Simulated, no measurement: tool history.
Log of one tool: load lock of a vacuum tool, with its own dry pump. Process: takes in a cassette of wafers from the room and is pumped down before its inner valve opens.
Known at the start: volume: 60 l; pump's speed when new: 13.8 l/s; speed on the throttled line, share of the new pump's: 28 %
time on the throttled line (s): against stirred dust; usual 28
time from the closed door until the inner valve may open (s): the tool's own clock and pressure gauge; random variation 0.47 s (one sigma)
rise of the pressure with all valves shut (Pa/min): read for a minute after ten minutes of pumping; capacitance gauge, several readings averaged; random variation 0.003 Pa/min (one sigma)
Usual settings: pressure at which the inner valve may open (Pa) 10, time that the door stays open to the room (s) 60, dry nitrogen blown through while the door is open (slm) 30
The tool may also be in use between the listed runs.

run     day  time on the throttled line (s)  pressure at which the inner valve may open (Pa)  time that the door stays open to the room (s)  dry nitrogen blown through while the door is open (slm)  incoming humidity of the room's air, %  time from the closed door until the inner valve may open (s)  rise of the pressure with all valves shut (Pa/min)
  1   0.000                              28                                               10                                             60                                                       30                                    45.6                                                          62.5                                               0.091
  2   6.262                              28                                               10                                             60                                                       10                                    46.3                                                          63.0                                               0.116
  3   9.933                              28                                               10                                             28                                                       30                                    44.0                                                          62.2                                               0.089
  4  14.125                              26                                               10                                             60                                                       30                                    50.7                                                          59.9                                               0.103
  5  20.000                              28                                               10                                             60                                                       30                                    47.2                                                          62.3                                               0.109
  6  25.454                              28                                               10                                             60                                                       30                                    48.1                                                          62.9                                               0.118

Forecast run 7:
  7  29.838                              28                                               10                                             60                                                       30                                    42.5                                                             ?                                                   ?

{"run 7": {"time from the closed door until the inner valve may open (s)": 62.8, "rise of the pressure with all valves shut (Pa/min)": 0.112}}
Without the tool's hidden state the same run would have given time from the closed door until the inner valve may open (s) 60.8, rise of the pressure with all valves shut (Pa/min) 0.014.

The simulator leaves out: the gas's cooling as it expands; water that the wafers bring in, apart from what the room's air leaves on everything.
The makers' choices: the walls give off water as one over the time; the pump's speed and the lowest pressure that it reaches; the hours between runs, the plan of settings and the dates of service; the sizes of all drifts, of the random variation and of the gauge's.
